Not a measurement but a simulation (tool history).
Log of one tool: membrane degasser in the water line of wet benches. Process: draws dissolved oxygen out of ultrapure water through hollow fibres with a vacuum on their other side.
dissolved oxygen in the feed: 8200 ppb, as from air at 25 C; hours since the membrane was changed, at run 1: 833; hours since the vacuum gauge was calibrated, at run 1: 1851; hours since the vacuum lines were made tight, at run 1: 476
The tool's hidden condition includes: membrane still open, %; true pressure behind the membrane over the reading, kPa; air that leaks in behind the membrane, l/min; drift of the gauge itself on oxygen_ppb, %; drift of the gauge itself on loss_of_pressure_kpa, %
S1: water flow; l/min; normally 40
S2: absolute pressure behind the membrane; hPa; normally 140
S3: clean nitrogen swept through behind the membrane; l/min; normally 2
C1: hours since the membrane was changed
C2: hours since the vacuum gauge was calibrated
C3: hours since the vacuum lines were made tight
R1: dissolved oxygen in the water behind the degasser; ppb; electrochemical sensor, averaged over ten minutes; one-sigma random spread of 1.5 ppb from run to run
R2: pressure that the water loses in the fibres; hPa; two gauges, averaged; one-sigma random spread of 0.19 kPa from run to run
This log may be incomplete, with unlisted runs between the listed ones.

{"run": 1, "hour": 0.0, "S1": 40, "S2": 140, "S3": 2, "C1": 833, "C2": 1851, "C3": 476, "R1": 469.2, "R2": 375.4}
{"run": 2, "hour": 29.6, "S1": 40, "S2": 140, "S3": 2, "C1": 863, "C2": 1881, "C3": 506, "R1": 468.9, "R2": 377.4}
{"run": 3, "hour": 90.9, "S1": 40, "S2": 140, "S3": 2, "C1": 924, "C2": 1942, "C3": 567, "R1": 466.4, "R2": 381.9}
{"run": 4, "hour": 116.2, "S1": 40, "S2": 140, "S3": 2, "C1": 949, "C2": 1968, "C3": 593, "R1": 469.1, "R2": 379.1}
{"run": 5, "hour": 174.4, "S1": 40, "S2": 140, "S3": 2, "C1": 1008, "C2": 2026, "C3": 651, "R1": 470.1, "R2": 381.8}
{"run": 6, "hour": 222.8, "S1": 40, "S2": 140, "S3": 2, "C1": 1056, "C2": 2074, "C3": 699, "R1": 470, "R2": 383}
{"run": 7, "hour": 262.9, "S1": 40, "S2": 140, "S3": 2, "C1": 1096, "C2": 2114, "C3": 739, "R1": 468.8, "R2": 380}
{"run": 8, "hour": 300.3, "S1": 40, "S2": 140, "S3": 2, "C1": 1133, "C2": 2152, "C3": 777, "R1": 468.9, "R2": 378}
{"run": 9, "hour": 327.4, "S1": 40, "S2": 140, "S3": 2, "C1": 1161, "C2": 2179, "C3": 804, "R1": 466.6, "R2": 380.1}
{"run": 10, "hour": 381.7, "S1": 40, "S2": 140, "S3": 2, "C1": 1215, "C2": 2233, "C3": 858, "R1": 468.9, "R2": 384.3}
{"run": 11, "hour": 431.5, "S1": 40, "S2": 140, "S3": 2, "C1": 1265, "C2": 2283, "C3": 908, "R1": 467.9, "R2": 381}
{"run": 12, "hour": 472.0, "S1": 40, "S2": 140, "S3": 2, "C1": 1305, "C2": 2323, "C3": 948, "R1": 467.2, "R2": 382.8}
{"run": 13, "hour": 507.5, "S1": 40, "S2": 140, "S3": 2, "C1": 1341, "C2": 2359, "C3": 984, "R1": 467.8, "R2": 382.2}
{"run": 14, "hour": 547.7, "S1": 40, "S2": 140, "S3": 2, "C1": 1381, "C2": 2399, "C3": 1024, "R1": 468.4, "R2": 383.1}
{"run": 15, "hour": 591.7, "S1": 40, "S2": 140, "S3": 2, "C1": 1425, "C2": 2443, "C3": 1068, "R1": 470.3, "R2": 384.1}
{"run": 16, "hour": 638.1, "S1": 40, "S2": 140, "S3": 2, "C1": 1471, "C2": 2489, "C3": 1114, "R1": 467, "R2": 383.9}
{"run": 17, "hour": 692.2, "S1": 34, "S2": 140, "S3": 3.62, "C1": 1525, "C2": 2544, "C3": 1168, "R1": 243.1, "R2": 327.9}
{"run": 18, "hour": 753.6, "S1": 34, "S2": 140, "S3": 3.62, "C1": 1587, "C2": 2605, "C3": 1230, "R1": 241.6, "R2": 327.4}
{"run": 19, "hour": 806.2, "S1": 30, "S2": 241, "S3": 3.62, "C1": 1639, "C2": 2657, "C3": 1282, "R1": 398.4, "R2": 287.3}
{"run": 20, "hour": 841.6, "S1": 49, "S2": 119, "S3": 2.36, "C1": 1675, "C2": 2693, "C3": 1318, "R1": 401.3, "R2": 471.3}
{"run": 21, "hour": 879.9, "S1": 46, "S2": 149, "S3": 1.56, "C1": 1713, "C2": 2731, "C3": 1356, "R1": 692.5, "R2": 441.1}
{"run": 22, "hour": 915.7, "S1": 25, "S2": 265, "S3": 0.89, "C1": 1749, "C2": 2767, "C3": 1392, "R1": 1220, "R2": 241.4}
{"run": 23, "hour": 952.8, "S1": 26, "S2": 140, "S3": 2, "C1": 1786, "C2": 2804, "C3": 1429, "R1": 318.4, "R2": 254.1}
{"run": 24, "hour": 999.9, "S1": 28, "S2": 164, "S3": 4.99, "C1": 1833, "C2": 2851, "C3": 1476, "R1": 181, "R2": 269}
{"run": 25, "hour": 1051.6, "S1": 28, "S2": 164, "S3": 4.99, "C1": 1885, "C2": 2903, "C3": 1528, "R1": 181.7, "R2": 269.7}
{"run": 26, "hour": 1087.2, "S1": 28, "S2": 164, "S3": 4.99, "C1": 1920, "C2": 2938, "C3": 1563, "R1": 180.4, "R2": 272.1}
{"run": 27, "hour": 1122.5, "S1": 31, "S2": 164, "S3": 4.99, "C1": 1956, "C2": 2974, "C3": 1599, "R1": 200.4, "R2": 300.7}
{"run": 28, "hour": 1165.1, "S1": 26, "S2": 254, "S3": 1.11, "C1": 1998, "C2": 3016, "C3": 1641, "R1": 1019.6, "R2": 252.2}
{"run": 29, "hour": 1226.4, "S1": 34, "S2": 140, "S3": 2, "C1": 2060, "C2": 3078, "C3": 1703, "R1": 405.7, "R2": 327.7}
{"run": 30, "hour": 1265.0, "S1": 45, "S2": 140, "S3": 2.96, "C1": 2098, "C2": 3116, "C3": 1741, "R1": 373.9, "R2": 438.1}
{"run": 31, "hour": 1311.5, "S1": 45, "S2": 140, "S3": 2.96, "C1": 2145, "C2": 3163, "C3": 1788, "R1": 373.1, "R2": 432}

Below, some changes in R2 between adjacent runs. For each, the amount present without the hidden state too (settings, incoming material, random variation) and the amount remaining for the hidden state with gauge scatter not shared by both compared results:
Run 19 -> 20: S1 30 -> 49, S2 241 -> 119, S3 3.62 -> 2.36. R2 +184 hPa: hidden state +3.4, all else +180.6.
Run 21 -> 22: S1 46 -> 25, S2 149 -> 265, S3 1.56 -> 0.89. R2 -199.7 hPa: hidden state -3.4, all else -196.3.
Run 29 -> 30: S1 34 -> 45, S3 2 -> 2.96. R2 +110.4 hPa: hidden state +2.9, all else +107.5.
